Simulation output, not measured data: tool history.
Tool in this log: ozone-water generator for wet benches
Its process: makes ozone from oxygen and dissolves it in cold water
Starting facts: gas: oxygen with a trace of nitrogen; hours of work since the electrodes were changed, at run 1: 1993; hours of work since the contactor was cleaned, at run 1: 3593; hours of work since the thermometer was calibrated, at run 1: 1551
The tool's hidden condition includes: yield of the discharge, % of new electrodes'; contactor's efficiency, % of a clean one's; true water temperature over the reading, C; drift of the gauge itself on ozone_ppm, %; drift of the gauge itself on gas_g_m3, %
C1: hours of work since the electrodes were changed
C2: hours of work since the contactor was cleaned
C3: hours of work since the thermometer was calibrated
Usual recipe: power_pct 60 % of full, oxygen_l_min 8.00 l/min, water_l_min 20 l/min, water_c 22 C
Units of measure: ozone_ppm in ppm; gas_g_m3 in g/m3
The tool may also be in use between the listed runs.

{"run": 1, "hour": 0.0, "power_pct": 60, "oxygen_l_min": 8.0, "water_l_min": 20, "water_c": 22, "C1": 1993, "C2": 3593, "C3": 1551, "ozone_ppm": 21.4, "gas_g_m3": 242.0}
{"run": 2, "hour": 161.7, "power_pct": 60, "oxygen_l_min": 8.0, "water_l_min": 19, "water_c": 22, "C1": 2121, "C2": 3722, "C3": 1679, "ozone_ppm": 22.5, "gas_g_m3": 240.9}
{"run": 3, "hour": 365.2, "power_pct": 60, "oxygen_l_min": 8.0, "water_l_min": 13, "water_c": 22, "C1": 2282, "C2": 3883, "C3": 1841, "ozone_ppm": 30.4, "gas_g_m3": 240.1}
{"run": 4, "hour": 524.0, "power_pct": 60, "oxygen_l_min": 8.0, "water_l_min": 29, "water_c": 22, "C1": 2408, "C2": 4009, "C3": 1966, "ozone_ppm": 14.9, "gas_g_m3": 239.4}
{"run": 5, "hour": 718.3, "power_pct": 60, "oxygen_l_min": 4.58, "water_l_min": 20, "water_c": 22, "C1": 2562, "C2": 4163, "C3": 2121, "ozone_ppm": 21.2, "gas_g_m3": 313.3}
{"run": 6, "hour": 820.4, "power_pct": 72, "oxygen_l_min": 8.0, "water_l_min": 20, "water_c": 22, "C1": 2643, "C2": 4244, "C3": 2201, "ozone_ppm": 23.8, "gas_g_m3": 268.7}
{"run": 7, "hour": 936.7, "power_pct": 72, "oxygen_l_min": 8.0, "water_l_min": 20, "water_c": 22, "C1": 2735, "C2": 4336, "C3": 2294, "ozone_ppm": 23.9, "gas_g_m3": 269.2}
{"run": 8, "hour": 1048.5, "power_pct": 60, "oxygen_l_min": 8.0, "water_l_min": 20, "water_c": 22, "C1": 2824, "C2": 4425, "C3": 2382, "ozone_ppm": 21.0, "gas_g_m3": 240.7}
{"run": 9, "hour": 1205.2, "power_pct": 60, "oxygen_l_min": 8.0, "water_l_min": 20, "water_c": 22, "C1": 2948, "C2": 4549, "C3": 2506, "ozone_ppm": 21.2, "gas_g_m3": 237.9}
{"hour": 1233.8, "done": "contactor cleaned"}
{"run": 10, "hour": 1350.4, "power_pct": 60, "oxygen_l_min": 8.0, "water_l_min": 20, "water_c": 22, "C1": 3060, "C2": 92, "C3": 2618, "ozone_ppm": 21.7, "gas_g_m3": 241.7}
{"run": 11, "hour": 1501.8, "power_pct": 60, "oxygen_l_min": 8.0, "water_l_min": 20, "water_c": 22, "C1": 3180, "C2": 212, "C3": 2738, "ozone_ppm": 21.9, "gas_g_m3": 239.1}
{"run": 12, "hour": 1658.4, "power_pct": 60, "oxygen_l_min": 8.0, "water_l_min": 20, "water_c": 22, "C1": 3304, "C2": 337, "C3": 2863, "ozone_ppm": 22.0, "gas_g_m3": 238.7}
{"run": 13, "hour": 1770.8, "power_pct": 60, "oxygen_l_min": 8.0, "water_l_min": 20, "water_c": 22, "C1": 3393, "C2": 426, "C3": 2952, "ozone_ppm": 21.9, "gas_g_m3": 238.3}
{"run": 14, "hour": 1861.1, "power_pct": 60, "oxygen_l_min": 5.87, "water_l_min": 20, "water_c": 22, "C1": 3465, "C2": 497, "C3": 3023, "ozone_ppm": 21.8, "gas_g_m3": 277.5}
{"run": 15, "hour": 2072.0, "power_pct": 60, "oxygen_l_min": 5.87, "water_l_min": 20, "water_c": 22, "C1": 3632, "C2": 664, "C3": 3190, "ozone_ppm": 21.7, "gas_g_m3": 273.0}
{"run": 16, "hour": 2258.2, "power_pct": 60, "oxygen_l_min": 8.0, "water_l_min": 20, "water_c": 14, "C1": 3780, "C2": 812, "C3": 3338, "ozone_ppm": 25.0, "gas_g_m3": 236.3}
{"run": 17, "hour": 2443.4, "power_pct": 60, "oxygen_l_min": 5.43, "water_l_min": 20, "water_c": 19, "C1": 3927, "C2": 959, "C3": 3485, "ozone_ppm": 22.7, "gas_g_m3": 282.9}
{"run": 18, "hour": 2598.2, "power_pct": 60, "oxygen_l_min": 7.98, "water_l_min": 20, "water_c": 22, "C1": 4049, "C2": 1082, "C3": 3608, "ozone_ppm": 21.6, "gas_g_m3": 237.3}
{"run": 19, "hour": 2735.0, "power_pct": 60, "oxygen_l_min": 7.98, "water_l_min": 20, "water_c": 22, "C1": 4158, "C2": 1190, "C3": 3716, "ozone_ppm": 21.4, "gas_g_m3": 238.3}
{"run": 20, "hour": 2904.0, "power_pct": 60, "oxygen_l_min": 7.98, "water_l_min": 20, "water_c": 22, "C1": 4292, "C2": 1324, "C3": 3850, "ozone_ppm": 21.5, "gas_g_m3": 236.8}
{"hour": 2946.0, "done": "water thermometer calibrated"}
{"run": 21, "hour": 3042.9, "power_pct": 95, "oxygen_l_min": 4.74, "water_l_min": 27, "water_c": 15, "C1": 4401, "C2": 1434, "C3": 77, "ozone_ppm": 22.2, "gas_g_m3": 404.6}
{"run": 22, "hour": 3145.7, "power_pct": 95, "oxygen_l_min": 5.36, "water_l_min": 22, "water_c": 28, "C1": 4483, "C2": 1515, "C3": 158, "ozone_ppm": 23.2, "gas_g_m3": 381.4}
{"run": 23, "hour": 3286.5, "power_pct": 95, "oxygen_l_min": 5.36, "water_l_min": 22, "water_c": 28, "C1": 4594, "C2": 1627, "C3": 270, "ozone_ppm": 23.4, "gas_g_m3": 378.3}
{"run": 24, "hour": 3487.1, "power_pct": 95, "oxygen_l_min": 5.36, "water_l_min": 22, "water_c": 28, "C1": 4753, "C2": 1786, "C3": 429, "ozone_ppm": 23.5, "gas_g_m3": 377.9}
{"run": 25, "hour": 3601.1, "power_pct": 72, "oxygen_l_min": 8.0, "water_l_min": 12, "water_c": 23, "C1": 4844, "C2": 1876, "C3": 519, "ozone_ppm": 35.4, "gas_g_m3": 262.8}
{"run": 26, "hour": 3710.1, "power_pct": 72, "oxygen_l_min": 7.14, "water_l_min": 12, "water_c": 19, "C1": 4930, "C2": 1963, "C3": 606, "ozone_ppm": 38.9, "gas_g_m3": 276.7}

Predict the results of run 27:
{"run": 27, "hour": 3887.7, "power_pct": 53, "oxygen_l_min": 8.0, "water_l_min": 14, "water_c": 25, "C1": 5071, "C2": 2103, "C3": 746, "ozone_ppm": "?", "gas_g_m3": "?"}

Run 27 measured ozone_ppm 25.0 ppm, gas_g_m3 219.4 g/m3.
Without the tool's hidden state the same run would have given ozone_ppm 26.6 ppm, gas_g_m3 228.0 g/m3.

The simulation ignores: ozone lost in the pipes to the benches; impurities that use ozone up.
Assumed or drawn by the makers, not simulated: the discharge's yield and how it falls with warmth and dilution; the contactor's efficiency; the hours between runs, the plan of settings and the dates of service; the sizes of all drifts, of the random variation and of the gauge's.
